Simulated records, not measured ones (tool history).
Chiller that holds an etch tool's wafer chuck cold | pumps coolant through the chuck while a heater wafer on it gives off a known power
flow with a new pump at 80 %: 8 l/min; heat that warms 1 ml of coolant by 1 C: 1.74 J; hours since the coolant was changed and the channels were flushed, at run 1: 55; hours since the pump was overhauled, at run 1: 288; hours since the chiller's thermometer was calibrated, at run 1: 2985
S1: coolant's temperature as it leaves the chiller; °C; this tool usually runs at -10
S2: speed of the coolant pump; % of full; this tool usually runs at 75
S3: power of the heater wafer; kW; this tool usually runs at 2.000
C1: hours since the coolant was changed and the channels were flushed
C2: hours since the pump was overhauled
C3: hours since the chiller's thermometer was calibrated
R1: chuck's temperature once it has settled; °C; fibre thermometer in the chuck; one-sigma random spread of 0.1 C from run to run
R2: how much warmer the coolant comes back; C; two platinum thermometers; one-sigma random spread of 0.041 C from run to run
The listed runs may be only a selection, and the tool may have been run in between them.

{"run": 1, "hour": 0.0, "S1": -10, "S2": 75, "S3": 2.0, "C1": 55, "C2": 288, "C3": 2985, "R1": 9.5, "R2": 9.33}
{"run": 2, "hour": 25.8, "S1": -10, "S2": 75, "S3": 2.0, "C1": 81, "C2": 314, "C3": 3011, "R1": 9.5, "R2": 9.31}
{"run": 3, "hour": 45.9, "S1": -10, "S2": 75, "S3": 2.0, "C1": 101, "C2": 334, "C3": 3031, "R1": 9.5, "R2": 9.4}
{"run": 4, "hour": 64.9, "S1": -10, "S2": 75, "S3": 1.412, "C1": 120, "C2": 353, "C3": 3050, "R1": 3.5, "R2": 6.61}
{"run": 5, "hour": 90.2, "S1": -10, "S2": 75, "S3": 1.427, "C1": 145, "C2": 378, "C3": 3075, "R1": 3.6, "R2": 6.7}
{"run": 6, "hour": 117.2, "S1": -10, "S2": 75, "S3": 1.427, "C1": 172, "C2": 405, "C3": 3102, "R1": 3.7, "R2": 6.73}
{"run": 7, "hour": 141.7, "S1": -10, "S2": 75, "S3": 2.0, "C1": 197, "C2": 429, "C3": 3127, "R1": 9.4, "R2": 9.39}
{"run": 8, "hour": 161.0, "S1": -10, "S2": 75, "S3": 2.0, "C1": 216, "C2": 449, "C3": 3146, "R1": 9.3, "R2": 9.34}
{"run": 9, "hour": 184.2, "S1": -10, "S2": 75, "S3": 2.0, "C1": 239, "C2": 472, "C3": 3169, "R1": 9.4, "R2": 9.45}
{"run": 10, "hour": 211.7, "S1": -10, "S2": 92, "S3": 2.0, "C1": 267, "C2": 500, "C3": 3197, "R1": 6.1, "R2": 7.57}
{"run": 11, "hour": 236.7, "S1": -10, "S2": 66, "S3": 2.0, "C1": 292, "C2": 524, "C3": 3222, "R1": 11.8, "R2": 10.65}
{"run": 12, "hour": 265.1, "S1": -10, "S2": 66, "S3": 2.0, "C1": 320, "C2": 553, "C3": 3250, "R1": 12.0, "R2": 10.67}
{"run": 13, "hour": 290.6, "S1": -10, "S2": 66, "S3": 2.0, "C1": 346, "C2": 578, "C3": 3276, "R1": 11.8, "R2": 10.78}
{"run": 14, "hour": 308.0, "S1": -10, "S2": 66, "S3": 2.0, "C1": 363, "C2": 596, "C3": 3293, "R1": 11.9, "R2": 10.77}
{"run": 15, "hour": 322.0, "S1": -10, "S2": 66, "S3": 2.0, "C1": 377, "C2": 610, "C3": 3307, "R1": 11.7, "R2": 10.65}
{"run": 16, "hour": 344.3, "S1": -10, "S2": 66, "S3": 2.0, "C1": 399, "C2": 632, "C3": 3329, "R1": 11.7, "R2": 10.72}
{"run": 17, "hour": 364.6, "S1": -10, "S2": 83, "S3": 1.032, "C1": 420, "C2": 652, "C3": 3350, "R1": -0.9, "R2": 4.37}
{"run": 18, "hour": 388.9, "S1": -15, "S2": 93, "S3": 1.792, "C1": 444, "C2": 677, "C3": 3374, "R1": -0.6, "R2": 6.72}
{"run": 19, "hour": 404.3, "S1": -9, "S2": 75, "S3": 1.696, "C1": 459, "C2": 692, "C3": 3389, "R1": 7.5, "R2": 7.97}
{"run": 20, "hour": 419.0, "S1": -15, "S2": 70, "S3": 2.573, "C1": 474, "C2": 707, "C3": 3404, "R1": 12.1, "R2": 13.0}
{"run": 21, "hour": 450.4, "S1": -17, "S2": 92, "S3": 2.028, "C1": 506, "C2": 738, "C3": 3435, "R1": -0.3, "R2": 7.66}
{"run": 22, "hour": 468.9, "S1": -20, "S2": 86, "S3": 2.0, "C1": 524, "C2": 757, "C3": 3454, "R1": -2.5, "R2": 8.13}
{"run": 23, "hour": 491.8, "S1": -20, "S2": 86, "S3": 2.0, "C1": 547, "C2": 780, "C3": 3477, "R1": -2.5, "R2": 8.15}
{"run": 24, "hour": 519.5, "S1": -15, "S2": 75, "S3": 2.0, "C1": 575, "C2": 807, "C3": 3504, "R1": 4.5, "R2": 9.37}
{"run": 25, "hour": 542.7, "S1": -6, "S2": 94, "S3": 1.44, "C1": 598, "C2": 831, "C3": 3528, "R1": 5.5, "R2": 5.32}
{"run": 26, "hour": 568.5, "S1": -18, "S2": 63, "S3": 1.708, "C1": 624, "C2": 856, "C3": 3553, "R1": 1.4, "R2": 9.6}
{"run": 27, "hour": 598.2, "S1": -18, "S2": 63, "S3": 2.718, "C1": 653, "C2": 886, "C3": 3583, "R1": 13.2, "R2": 15.35}
{"run": 28, "hour": 620.8, "S1": -8, "S2": 75, "S3": 2.0, "C1": 676, "C2": 909, "C3": 3606, "R1": 11.8, "R2": 9.36}
{"run": 29, "hour": 647.6, "S1": -19, "S2": 75, "S3": 1.491, "C1": 703, "C2": 935, "C3": 3633, "R1": -4.4, "R2": 7.05}
{"run": 30, "hour": 677.0, "S1": -19, "S2": 75, "S3": 1.491, "C1": 732, "C2": 965, "C3": 3662, "R1": -4.5, "R2": 7.05}
{"run": 31, "hour": 690.6, "S1": -19, "S2": 75, "S3": 1.491, "C1": 746, "C2": 978, "C3": 3676, "R1": -4.4, "R2": 7.12}
{"run": 32, "hour": 706.8, "S1": -1, "S2": 75, "S3": 1.137, "C1": 762, "C2": 995, "C3": 3692, "R1": 10.1, "R2": 5.31}

The same runs without the tool's hidden state, with the same run-to-run variation:
Hidden conditions of the tool in this case: heat passed by the chuck's channels, % of clean ones'; flow at a given pump speed, % of a new pump's; coolant's true temperature over the reading, C; drift of the gauge itself on chuck_c, C; drift of the gauge itself on warmer_back_c, C.
run=1 R1=9.6 R2=9.23
run=2 R1=9.6 R2=9.21
run=3 R1=9.6 R2=9.30
run=4 R1=3.6 R2=6.53
run=5 R1=3.8 R2=6.62
run=6 R1=3.9 R2=6.64
run=7 R1=9.5 R2=9.27
run=8 R1=9.4 R2=9.22
run=9 R1=9.4 R2=9.32
run=10 R1=6.2 R2=7.46
run=11 R1=11.8 R2=10.50
run=12 R1=12.0 R2=10.52
run=13 R1=11.8 R2=10.62
run=14 R1=11.8 R2=10.61
run=15 R1=11.7 R2=10.49
run=16 R1=11.6 R2=10.55
run=17 R1=-0.8 R2=4.30
run=18 R1=-0.6 R2=6.61
run=19 R1=7.5 R2=7.84
run=20 R1=11.9 R2=12.79
run=21 R1=-0.3 R2=7.53
run=22 R1=-2.6 R2=7.99
run=23 R1=-2.5 R2=8.01
run=24 R1=4.4 R2=9.20
run=25 R1=5.5 R2=5.23
run=26 R1=1.3 R2=9.42
run=27 R1=12.8 R2=15.07
run=28 R1=11.6 R2=9.18
run=29 R1=-4.4 R2=6.91
run=30 R1=-4.5 R2=6.91
run=31 R1=-4.5 R2=6.98
run=32 R1=10.1 R2=5.20
